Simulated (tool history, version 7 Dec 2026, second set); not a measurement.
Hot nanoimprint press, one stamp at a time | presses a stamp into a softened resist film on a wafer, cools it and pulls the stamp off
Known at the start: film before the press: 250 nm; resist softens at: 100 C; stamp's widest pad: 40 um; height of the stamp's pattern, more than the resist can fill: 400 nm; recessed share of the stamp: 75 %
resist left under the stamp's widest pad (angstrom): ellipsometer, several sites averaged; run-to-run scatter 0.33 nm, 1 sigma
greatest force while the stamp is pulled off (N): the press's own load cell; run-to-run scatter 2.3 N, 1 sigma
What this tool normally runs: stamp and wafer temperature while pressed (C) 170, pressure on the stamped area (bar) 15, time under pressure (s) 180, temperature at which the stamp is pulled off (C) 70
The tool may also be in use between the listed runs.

run   hour  stamp and wafer temperature while pressed (C)  pressure on the stamped area (bar)  time under pressure (s)  temperature at which the stamp is pulled off (C)  resist left under the stamp's widest pad (angstrom)  greatest force while the stamp is pulled off (N)
  1      0                                            170                                  15                      180                                                70                                                 1004                                               105
  2     32                                            170                                  15                      300                                                70                                                  815                                               103
  3   68.3                                            170                                  15                      300                                                70                                                  815                                               105
  4     98                                            170                                 9.6                      180                                                70                                                 1216                                               105
  5  121.5                                            170                                  15                      290                                                70                                                  822                                               100
     136.8  -- stamp cleaned and given a new release coat
  6  157.8                                            170                                  15                      290                                                70                                                  826                                               103
  7  190.3                                            170                                  15                      290                                                70                                                  826                                               102
  8  227.1                                            170                                  15                      290                                                70                                                  822                                                99
  9  265.3                                            170                                  15                      180                                                59                                                 1005                                               130
 10    304                                            170                                  15                      180                                                59                                                 1001                                               126
     321.7  -- plate thermocouple calibrated
 11  325.7                                            170                                  15                      180                                                59                                                 1006                                               128
 12  359.6                                            170                                13.4                      117                                                70                                                 1242                                               105
 13  391.7                                            170                                22.5                      109                                                60                                                 1021                                               128
 14  412.2                                            170                                22.5                      109                                                60                                                 1015                                               130
     441.2  -- stamp cleaned and given a new release coat
 15    454                                            171                                13.2                      122                                                59                                                 1183                                               134
 16  495.5                                            171                                20.9                      122                                                59                                                  972                                               130
 17    527                                            165                                16.9                      137                                                65                                                 1288                                               112
 18  558.2                                            165                                16.9                      137                                                65                                                 1289                                               112
 19  577.8                                            170                                23.7                      318                                                70                                                  632                                               101
 20  608.1                                            172                                15.7                      359                                                59                                                  677                                               128
 21  648.6                                            172                                15.7                      359                                                59                                                  679                                               131

Each row is a separate what-if for the run after 21, all from the same tool condition, not one after another. Results?
  A  675.6                                            170                                  15                      244                                                70                                                    ?                                                 ?
  B  675.6                                            170                                  15                      131                                                70                                                    ?                                                 ?
  C  675.6                                            172                                16.1                      151                                                59                                                    ?                                                 ?
  D  675.6                                            170                                  15                      180                                                75                                                    ?                                                 ?

run  resist left under the stamp's widest pad (angstrom)  greatest force while the stamp is pulled off (N)
  A                                                  891                                               106
  B                                                 1137                                               103
  C                                                  958                                               130
  D                                                 1004                                                90
With no hidden state in the tool, these same runs would have given:
run  resist left under the stamp's widest pad (angstrom)  greatest force while the stamp is pulled off (N)
  A                                                  890                                               105
  B                                                 1137                                               102
  C                                                  958                                               129
  D                                                 1004                                                89

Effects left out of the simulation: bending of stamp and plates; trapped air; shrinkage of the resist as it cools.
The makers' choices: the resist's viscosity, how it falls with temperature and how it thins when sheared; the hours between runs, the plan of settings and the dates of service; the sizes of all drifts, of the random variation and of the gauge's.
